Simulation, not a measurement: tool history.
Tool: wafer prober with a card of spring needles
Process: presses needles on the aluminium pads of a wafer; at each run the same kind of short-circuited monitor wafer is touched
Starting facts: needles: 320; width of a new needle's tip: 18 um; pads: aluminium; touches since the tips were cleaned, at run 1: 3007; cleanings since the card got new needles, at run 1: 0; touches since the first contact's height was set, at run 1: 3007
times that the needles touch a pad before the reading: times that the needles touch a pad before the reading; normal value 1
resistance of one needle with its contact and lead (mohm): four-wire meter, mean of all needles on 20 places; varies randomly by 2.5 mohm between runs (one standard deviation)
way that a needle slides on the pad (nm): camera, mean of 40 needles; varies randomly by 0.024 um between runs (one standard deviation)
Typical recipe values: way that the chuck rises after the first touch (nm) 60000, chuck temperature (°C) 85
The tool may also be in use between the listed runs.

run,hour,way that the chuck rises after the first touch (nm),chuck temperature (°C),times that the needles touch a pad before the reading,touches since the tips were cleaned,cleanings since the card got new needles,touches since the first contact's height was set,resistance of one needle with its contact and lead (mohm),way that a needle slides on the pad (nm)
1,0,60000,85,1,3007,0,3007,340,16330
2,13.7,60000,85,1,5631,0,5631,358,16310
# hour 29.5: tips cleaned on abrasive film
3,30.9,60000,85,1,279,1,8925,306,16280
4,39.9,60000,85,1,1999,1,10645,332,16320
5,56.2,60000,85,1,5130,1,13776,359,16310
6,73.5,60000,85,3,8435,1,17081,320,16280
# hour 74.7: tips cleaned on abrasive film
7,81.9,60000,85,1,1373,2,18679,326,16310
8,96.8,60000,85,1,4228,2,21534,357,16300
9,111.1,60000,85,1,6977,2,24283,367,16280
# hour 120.4: tips cleaned on abrasive film
10,129.3,60000,25,1,1699,3,27756,322,16270
11,144,60000,25,1,4520,3,30577,346,16250
12,162,60000,25,1,7981,3,34038,370,16250
# hour 165.8: tips cleaned on abrasive film
13,174.9,60000,106,1,1746,4,36493,334,16210

3 ways to go on from here, each from the tool as it stands after run 13. What would each give?
A,186,60000,85,1,3872,4,38619,?,?
B,186,60000,85,1,3872,4,38619,?,?
C,186,41000,31,1,3872,4,38619,?,?

run,resistance of one needle with its contact and lead (mohm),way that a needle slides on the pad (nm)
A,359,16240
B,357,16230
C,431,11070
With no hidden state in the tool, these same runs would have given:
run,resistance of one needle with its contact and lead (mohm),way that a needle slides on the pad (nm)
A,294,16320
B,292,16310
C,288,11150

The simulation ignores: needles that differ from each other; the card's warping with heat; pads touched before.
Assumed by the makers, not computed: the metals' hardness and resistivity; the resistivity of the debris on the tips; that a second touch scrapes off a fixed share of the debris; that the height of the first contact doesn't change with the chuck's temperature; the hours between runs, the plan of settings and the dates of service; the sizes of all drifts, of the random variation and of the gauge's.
